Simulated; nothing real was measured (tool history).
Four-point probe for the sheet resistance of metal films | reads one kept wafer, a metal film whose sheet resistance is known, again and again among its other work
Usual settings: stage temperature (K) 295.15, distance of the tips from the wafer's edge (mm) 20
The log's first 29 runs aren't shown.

run     day  stage temperature (K)  distance of the tips from the wafer's edge (mm)  sheet resistance as the instrument gives it (ohm/square)
 30  42.954                 291.15                                               20                                                  0.068880
 31  44.788                 303.15                                               61                                                  0.067928
 32  46.938                 295.15                                               44                                                  0.068490
 33  48.567                 295.15                                               44                                                  0.068499
 34  50.462                 293.15                                               24                                                  0.068671
 35  52.104                 292.15                                               30                                                  0.068739
 36  54.229                 292.15                                               30                                                  0.068723
 37  55.433                 292.15                                               30                                                  0.068668
 38  56.612                 304.15                                               10                                                  0.067929
 39  58.125                 293.15                                               58                                                  0.068584
 40  59.188                 305.15                                                8                                                  0.067960

3 ways to go on from here, each from the tool as it stands after run 40. What would each give?
  A  60.762                 293.15                                                8                                                         ?
  B  60.762                 298.15                                               60                                                         ?
  C  60.762                 302.15                                               71                                                         ?

run  sheet resistance as the instrument gives it (ohm/square)
  A                                                  0.068813
  B                                                  0.068215
  C                                                  0.067933
Without the tool's hidden state the same runs would have given:
run  sheet resistance as the instrument gives it (ohm/square)
  A                                                  0.069262
  B                                                  0.068660
  C                                                  0.068376

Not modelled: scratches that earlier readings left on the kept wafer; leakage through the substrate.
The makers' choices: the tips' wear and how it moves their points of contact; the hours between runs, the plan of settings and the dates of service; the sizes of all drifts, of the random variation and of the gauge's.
